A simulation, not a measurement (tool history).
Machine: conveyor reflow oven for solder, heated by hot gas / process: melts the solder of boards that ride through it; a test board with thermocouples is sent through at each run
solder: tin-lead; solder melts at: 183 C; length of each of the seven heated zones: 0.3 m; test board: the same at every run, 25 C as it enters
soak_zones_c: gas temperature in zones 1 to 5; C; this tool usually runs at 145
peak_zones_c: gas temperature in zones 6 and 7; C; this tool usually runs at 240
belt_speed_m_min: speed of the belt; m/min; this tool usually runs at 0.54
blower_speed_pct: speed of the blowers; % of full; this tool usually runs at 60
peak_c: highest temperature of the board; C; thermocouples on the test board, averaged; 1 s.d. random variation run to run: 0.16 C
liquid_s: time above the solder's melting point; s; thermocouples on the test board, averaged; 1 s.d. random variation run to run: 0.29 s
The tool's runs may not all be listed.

{"run": 1, "hour": 0.0, "soak_zones_c": 145, "peak_zones_c": 240, "belt_speed_m_min": 0.54, "blower_speed_pct": 60, "peak_c": 215.4, "liquid_s": 49.9}
{"run": 2, "hour": 36.3, "soak_zones_c": 145, "peak_zones_c": 240, "belt_speed_m_min": 0.54, "blower_speed_pct": 60, "peak_c": 215.3, "liquid_s": 49.2}
{"run": 3, "hour": 78.0, "soak_zones_c": 145, "peak_zones_c": 240, "belt_speed_m_min": 0.54, "blower_speed_pct": 60, "peak_c": 215.3, "liquid_s": 48.9}
{"run": 4, "hour": 106.4, "soak_zones_c": 145, "peak_zones_c": 240, "belt_speed_m_min": 0.54, "blower_speed_pct": 60, "peak_c": 215.2, "liquid_s": 49.4}
{"run": 5, "hour": 161.3, "soak_zones_c": 139, "peak_zones_c": 240, "belt_speed_m_min": 0.54, "blower_speed_pct": 60, "peak_c": 213.6, "liquid_s": 46.6}
{"run": 6, "hour": 216.7, "soak_zones_c": 145, "peak_zones_c": 243, "belt_speed_m_min": 0.54, "blower_speed_pct": 60, "peak_c": 217.5, "liquid_s": 50.7}
{"run": 7, "hour": 284.3, "soak_zones_c": 151, "peak_zones_c": 243, "belt_speed_m_min": 0.54, "blower_speed_pct": 60, "peak_c": 219.1, "liquid_s": 54.1}
{"run": 8, "hour": 320.4, "soak_zones_c": 145, "peak_zones_c": 240, "belt_speed_m_min": 0.54, "blower_speed_pct": 60, "peak_c": 215, "liquid_s": 50}
{"hour": 371.8, "done": "flux residue cleaned out of gas plates and filters"}
{"run": 9, "hour": 373.8, "soak_zones_c": 145, "peak_zones_c": 240, "belt_speed_m_min": 0.54, "blower_speed_pct": 60, "peak_c": 216.5, "liquid_s": 50.5}
{"run": 10, "hour": 410.1, "soak_zones_c": 145, "peak_zones_c": 240, "belt_speed_m_min": 0.54, "blower_speed_pct": 60, "peak_c": 216.7, "liquid_s": 50.9}
{"run": 11, "hour": 443.3, "soak_zones_c": 145, "peak_zones_c": 240, "belt_speed_m_min": 0.54, "blower_speed_pct": 60, "peak_c": 216.4, "liquid_s": 50.5}
{"run": 12, "hour": 486.9, "soak_zones_c": 145, "peak_zones_c": 250, "belt_speed_m_min": 0.54, "blower_speed_pct": 60, "peak_c": 224.4, "liquid_s": 56.3}
{"run": 13, "hour": 550.7, "soak_zones_c": 145, "peak_zones_c": 250, "belt_speed_m_min": 0.54, "blower_speed_pct": 60, "peak_c": 224.3, "liquid_s": 56.7}
{"run": 14, "hour": 591.7, "soak_zones_c": 145, "peak_zones_c": 240, "belt_speed_m_min": 0.578, "blower_speed_pct": 60, "peak_c": 213.1, "liquid_s": 45.6}
{"run": 15, "hour": 632.2, "soak_zones_c": 140, "peak_zones_c": 243, "belt_speed_m_min": 0.54, "blower_speed_pct": 62, "peak_c": 217.7, "liquid_s": 50.8}
{"run": 16, "hour": 694.6, "soak_zones_c": 140, "peak_zones_c": 243, "belt_speed_m_min": 0.54, "blower_speed_pct": 62, "peak_c": 217.8, "liquid_s": 50.7}
{"run": 17, "hour": 749.0, "soak_zones_c": 140, "peak_zones_c": 243, "belt_speed_m_min": 0.54, "blower_speed_pct": 62, "peak_c": 217.6, "liquid_s": 50.6}
{"run": 18, "hour": 787.2, "soak_zones_c": 155, "peak_zones_c": 240, "belt_speed_m_min": 0.54, "blower_speed_pct": 80, "peak_c": 222.4, "liquid_s": 59.4}
{"run": 19, "hour": 819.8, "soak_zones_c": 136, "peak_zones_c": 240, "belt_speed_m_min": 0.502, "blower_speed_pct": 80, "peak_c": 220.6, "liquid_s": 55.9}
{"run": 20, "hour": 851.3, "soak_zones_c": 145, "peak_zones_c": 248, "belt_speed_m_min": 0.54, "blower_speed_pct": 55, "peak_c": 220.9, "liquid_s": 54.2}
{"run": 21, "hour": 888.7, "soak_zones_c": 148, "peak_zones_c": 231, "belt_speed_m_min": 0.617, "blower_speed_pct": 51, "peak_c": 202.5, "liquid_s": 32}
{"hour": 915.0, "done": "flux residue cleaned out of gas plates and filters"}
{"run": 22, "hour": 960.2, "soak_zones_c": 130, "peak_zones_c": 252, "belt_speed_m_min": 0.588, "blower_speed_pct": 86, "peak_c": 225.3, "liquid_s": 48.4}
{"run": 23, "hour": 996.8, "soak_zones_c": 130, "peak_zones_c": 252, "belt_speed_m_min": 0.573, "blower_speed_pct": 85, "peak_c": 226, "liquid_s": 50.2}
{"run": 24, "hour": 1026.2, "soak_zones_c": 157, "peak_zones_c": 236, "belt_speed_m_min": 0.515, "blower_speed_pct": 60, "peak_c": 218.3, "liquid_s": 60}
{"run": 25, "hour": 1079.3, "soak_zones_c": 145, "peak_zones_c": 252, "belt_speed_m_min": 0.444, "blower_speed_pct": 60, "peak_c": 234.1, "liquid_s": 75.8}
{"run": 26, "hour": 1145.7, "soak_zones_c": 145, "peak_zones_c": 252, "belt_speed_m_min": 0.444, "blower_speed_pct": 60, "peak_c": 233.8, "liquid_s": 75.5}
{"run": 27, "hour": 1201.2, "soak_zones_c": 145, "peak_zones_c": 252, "belt_speed_m_min": 0.444, "blower_speed_pct": 60, "peak_c": 233.8, "liquid_s": 75.6}

5 options for the next run, each taken on its own from the tool as it stands now. Forecast them:
{"run": "A", "hour": 1231.7, "soak_zones_c": 154, "peak_zones_c": 242, "belt_speed_m_min": 0.461, "blower_speed_pct": 60, "peak_c": "?", "liquid_s": "?"}
{"run": "B", "hour": 1231.7, "soak_zones_c": 141, "peak_zones_c": 240, "belt_speed_m_min": 0.54, "blower_speed_pct": 60, "peak_c": "?", "liquid_s": "?"}
{"run": "C", "hour": 1231.7, "soak_zones_c": 134, "peak_zones_c": 240, "belt_speed_m_min": 0.54, "blower_speed_pct": 87, "peak_c": "?", "liquid_s": "?"}
{"run": "D", "hour": 1231.7, "soak_zones_c": 145, "peak_zones_c": 252, "belt_speed_m_min": 0.438, "blower_speed_pct": 88, "peak_c": "?", "liquid_s": "?"}
{"run": "E", "hour": 1231.7, "soak_zones_c": 134, "peak_zones_c": 235, "belt_speed_m_min": 0.444, "blower_speed_pct": 63, "peak_c": "?", "liquid_s": "?"}

run=A peak_c=225.9 liquid_s=71.7
run=B peak_c=215.8 liquid_s=49.5
run=C peak_c=219.5 liquid_s=50.6
run=D peak_c=238.8 liquid_s=79.3
run=E peak_c=218 liquid_s=61.1
Without the tool's unlogged condition, the same runs would have read:
run=A peak_c=224.8 liquid_s=69.6
run=B peak_c=214.8 liquid_s=47.7
run=C peak_c=218.6 liquid_s=48.9
run=D peak_c=237.9 liquid_s=77.1
run=E peak_c=216.9 liquid_s=58.9

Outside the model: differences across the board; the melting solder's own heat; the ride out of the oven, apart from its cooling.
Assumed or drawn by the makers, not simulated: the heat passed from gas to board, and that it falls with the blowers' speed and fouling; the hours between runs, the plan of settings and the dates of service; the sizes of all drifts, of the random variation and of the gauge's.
